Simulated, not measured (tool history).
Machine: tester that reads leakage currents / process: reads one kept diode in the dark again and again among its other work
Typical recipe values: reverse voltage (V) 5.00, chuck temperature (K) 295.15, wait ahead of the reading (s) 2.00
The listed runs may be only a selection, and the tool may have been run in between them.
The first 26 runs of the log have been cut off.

| run | hour | reverse voltage (V) | chuck temperature (K) | wait ahead of the reading (s) | current that the tester gives (pA) |
|---|---|---|---|---|---|
| 27 | 663.9 | 5.00 | 295.15 | 0.42 | 19.68 |
| 28 | 681.9 | 5.00 | 295.15 | 0.42 | 19.65 |
| 29 | 715.1 | 5.00 | 295.15 | 0.42 | 19.49 |
| 30 | 743.7 | 4.92 | 293.15 | 7.19 | 15.79 |
| 31 | 760.2 | 4.92 | 293.15 | 7.19 | 15.84 |
| 32 | 792.2 | 4.92 | 293.15 | 9.85 | 15.84 |
| 33 | 825.3 | 4.92 | 293.15 | 9.85 | 16.03 |
| 34 | 846.9 | 4.92 | 293.15 | 9.85 | 15.81 |
| 35 | 880.7 | 3.21 | 300.15 | 0.97 | 23.40 |
| 36 | 902.1 | 3.21 | 300.15 | 0.97 | 23.36 |
| 37 | 932.7 | 5.00 | 295.15 | 0.96 | 19.12 |
| 38 | 952.2 | 5.00 | 309.15 | 2.00 | 59.33 |
| 39 | 987.3 | 2.88 | 297.15 | 1.39 | 17.18 |
| 40 | 1001.9 | 2.88 | 297.15 | 1.39 | 17.11 |
|  | 1030.5 | probe card cleaned and baked |
| 41 | 1035.1 | 3.15 | 296.15 | 0.78 | 16.60 |

Alternative continuations, all from the tool just after run 41; predict every row:
| A | 1054.8 | 6.57 | 294.15 | 0.66 | ? |
| B | 1054.8 | 14.83 | 311.15 | 0.93 | ? |
| C | 1054.8 | 4.27 | 296.15 | 0.78 | ? |

| run | current that the tester gives (pA) |
|---|---|
| A | 20.46 |
| B | 119.08 |
| C | 19.30 |
The same runs, with their run-to-run variation unchanged, on a tool lacking any hidden condition would have given:
| run | current that the tester gives (pA) |
|---|---|
| A | 20.47 |
| B | 119.11 |
| C | 19.31 |
